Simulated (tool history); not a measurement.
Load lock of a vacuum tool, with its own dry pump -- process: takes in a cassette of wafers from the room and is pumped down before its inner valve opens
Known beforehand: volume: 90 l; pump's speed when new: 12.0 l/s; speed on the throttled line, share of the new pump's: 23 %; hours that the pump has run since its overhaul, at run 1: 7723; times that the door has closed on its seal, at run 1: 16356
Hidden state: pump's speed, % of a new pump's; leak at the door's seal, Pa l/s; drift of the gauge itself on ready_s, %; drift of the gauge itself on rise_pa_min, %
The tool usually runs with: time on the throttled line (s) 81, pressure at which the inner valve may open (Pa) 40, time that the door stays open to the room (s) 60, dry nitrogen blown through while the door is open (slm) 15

run	hour	time on the throttled line (s)	pressure at which the inner valve may open (Pa)	time that the door stays open to the room (s)	dry nitrogen blown through while the door is open (slm)	hours that the pump has run since its overhaul	times that the door has closed on its seal	incoming humidity of the room's air, %	time from the closed door until the inner valve may open (s)	rise of the pressure with all valves shut (Pa/min)
1	0.0	81	40	60	15	7723	16356	45.9	121.4	0.014
2	465.8	81	56	60	15	8189	18045	46.1	119.1	0.018
3	693.7	81	56	60	15	8417	18872	46.3	120.4	0.020
4	969.0	81	56	60	15	8692	19871	45.8	119.2	0.019
5	1325.9	81	56	60	15	9049	21166	44.3	118.7	0.025
6	1756.0	81	56	60	15	9479	22725	45.1	119.8	0.010
7	2040.6	49	40	60	15	9764	23758	44.3	96.3	0.016
8	2277.5	49	40	60	4	10001	24617	43.8	97.5	0.022
9	2478.0	98	73	121	14	10201	25345	48.7	130.8	0.031
10	2874.4	73	34	60	7	10598	26782	44.0	116.9	0.025
# hour 3057.9: dry pump taken out, an overhauled one fitted
11	3255.7	94	31	223	7	198	28144	43.5	132.9	0.053
12	3586.7	94	31	223	7	529	29344	42.1	133.5	0.053
13	3932.9	64	59	223	7	875	30600	45.0	105.1	0.056
14	4378.2	50	80	45	11	1320	32216	47.1	93.0	0.019
15	4593.2	50	80	45	11	1535	32995	42.2	92.7	0.015

Predict each of these 5 candidate next runs independently; none follows another, all start after run 15:
A	5023.0	81	40	34	13	1965	34554	45.4	?	?
B	5023.0	81	40	37	15	1965	34554	44.8	?	?
C	5023.0	50	36	185	11	1965	34554	44.8	?	?
D	5023.0	56	40	60	31	1965	34554	43.1	?	?
E	5023.0	50	80	45	10	1965	34554	42.0	?	?

run	time from the closed door until the inner valve may open (s)	rise of the pressure with all valves shut (Pa/min)
A	122.0	0.012
B	123.3	0.012
C	98.6	0.041
D	102.0	0.014
E	92.2	0.014
Had the tool no hidden state, the same runs would have come out as:
run	time from the closed door until the inner valve may open (s)	rise of the pressure with all valves shut (Pa/min)
A	122.0	0.012
B	123.3	0.011
C	98.6	0.040
D	102.0	0.014
E	92.2	0.013

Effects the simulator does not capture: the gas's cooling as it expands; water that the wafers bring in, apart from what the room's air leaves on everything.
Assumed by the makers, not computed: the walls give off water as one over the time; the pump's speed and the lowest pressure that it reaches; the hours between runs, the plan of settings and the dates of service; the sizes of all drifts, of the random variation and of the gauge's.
